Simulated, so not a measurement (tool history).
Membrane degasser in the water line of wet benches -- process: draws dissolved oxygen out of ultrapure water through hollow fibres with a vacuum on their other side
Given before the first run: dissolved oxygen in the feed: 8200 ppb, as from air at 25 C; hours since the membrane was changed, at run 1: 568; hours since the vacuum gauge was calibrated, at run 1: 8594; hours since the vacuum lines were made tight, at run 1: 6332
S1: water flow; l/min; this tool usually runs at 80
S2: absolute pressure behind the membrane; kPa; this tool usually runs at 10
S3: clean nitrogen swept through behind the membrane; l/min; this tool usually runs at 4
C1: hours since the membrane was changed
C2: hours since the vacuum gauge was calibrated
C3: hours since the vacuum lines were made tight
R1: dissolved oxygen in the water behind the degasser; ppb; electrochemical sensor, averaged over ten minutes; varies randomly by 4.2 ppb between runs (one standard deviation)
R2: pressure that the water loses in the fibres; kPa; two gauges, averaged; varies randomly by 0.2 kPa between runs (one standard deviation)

run   hour   S1   S2    S3   C1    C2    C3      R1     R2
  1      0   80   10     4  568  8594  6332   585.1  57.27
  2   43.4  108   10     4  611  8637  6375   792.7  76.04
  3   74.8  108   10     4  642  8668  6407   794.2  76.93
  4  103.9  108   10     4  671  8697  6436   799.1  77.07
  5  127.3  108   10     4  695  8721  6459   798.1  76.63
     167.7  -- vacuum gauge calibrated
  6  180.7  108   10     4  748    13  6512   786.2  76.79
  7  202.7   80   23  3.79  770    35  6534  1103.1  56.75
  8  225.6   95   10   2.2  793    58  6557   876.5  67.21
  9  261.1   95   10   2.2  828    93  6592   889.6  67.46
 10  310.2   95  9.8   2.2  877   143  6641     866  67.43
 11  343.7   80   10  2.41  911   176  6675   719.9  56.63

For run 12, what comes out?
 12  378.2  80  10  2.41  945  211  6709   ?   ?

For run 12 the tool returned R1 726.4 ppb, R2 56.84 kPa.
On a tool with no hidden condition, and with the same random variation, this run would have come out at R1 726.2 ppb, R2 56.83 kPa.
